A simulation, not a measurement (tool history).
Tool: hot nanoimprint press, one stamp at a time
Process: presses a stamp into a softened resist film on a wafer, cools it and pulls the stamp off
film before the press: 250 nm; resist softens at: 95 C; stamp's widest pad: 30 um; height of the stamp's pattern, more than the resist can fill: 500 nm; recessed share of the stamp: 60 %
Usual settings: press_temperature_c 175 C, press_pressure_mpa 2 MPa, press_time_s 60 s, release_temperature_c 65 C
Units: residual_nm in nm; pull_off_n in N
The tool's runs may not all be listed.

{"run": 1, "day": 0.0, "press_temperature_c": 175, "press_pressure_mpa": 2, "press_time_s": 60, "release_temperature_c": 65, "residual_nm": 104.3, "pull_off_n": 136}
{"run": 2, "day": 0.983, "press_temperature_c": 175, "press_pressure_mpa": 2, "press_time_s": 60, "release_temperature_c": 65, "residual_nm": 102.9, "pull_off_n": 139}
{"run": 3, "day": 1.579, "press_temperature_c": 175, "press_pressure_mpa": 2, "press_time_s": 60, "release_temperature_c": 65, "residual_nm": 104.4, "pull_off_n": 137}
{"run": 4, "day": 2.212, "press_temperature_c": 175, "press_pressure_mpa": 2, "press_time_s": 60, "release_temperature_c": 65, "residual_nm": 104.6, "pull_off_n": 135}
{"run": 5, "day": 3.104, "press_temperature_c": 175, "press_pressure_mpa": 2, "press_time_s": 60, "release_temperature_c": 65, "residual_nm": 104.6, "pull_off_n": 137}
{"run": 6, "day": 3.95, "press_temperature_c": 166, "press_pressure_mpa": 2, "press_time_s": 60, "release_temperature_c": 65, "residual_nm": 155.8, "pull_off_n": 134}
{"run": 7, "day": 4.621, "press_temperature_c": 166, "press_pressure_mpa": 2, "press_time_s": 60, "release_temperature_c": 65, "residual_nm": 155.6, "pull_off_n": 137}
{"run": 8, "day": 5.833, "press_temperature_c": 166, "press_pressure_mpa": 2, "press_time_s": 60, "release_temperature_c": 65, "residual_nm": 155.9, "pull_off_n": 135}
{"run": 9, "day": 7.217, "press_temperature_c": 175, "press_pressure_mpa": 2, "press_time_s": 60, "release_temperature_c": 69, "residual_nm": 105.2, "pull_off_n": 118}
{"run": 10, "day": 7.95, "press_temperature_c": 175, "press_pressure_mpa": 2, "press_time_s": 60, "release_temperature_c": 69, "residual_nm": 104.6, "pull_off_n": 121}
{"run": 11, "day": 8.558, "press_temperature_c": 172, "press_pressure_mpa": 2, "press_time_s": 60, "release_temperature_c": 65, "residual_nm": 119.8, "pull_off_n": 139}
{"run": 12, "day": 9.779, "press_temperature_c": 172, "press_pressure_mpa": 2, "press_time_s": 60, "release_temperature_c": 65, "residual_nm": 120.3, "pull_off_n": 136}

Forecast run 13:
{"run": 13, "day": 11.183, "press_temperature_c": 168, "press_pressure_mpa": 2.11, "press_time_s": 60, "release_temperature_c": 65, "residual_nm": "?", "pull_off_n": "?"}

residual_nm: 140 nm
pull_off_n: 137 N
Without the tool's hidden state the same run would have given residual_nm 139.2 nm, pull_off_n 136 N.
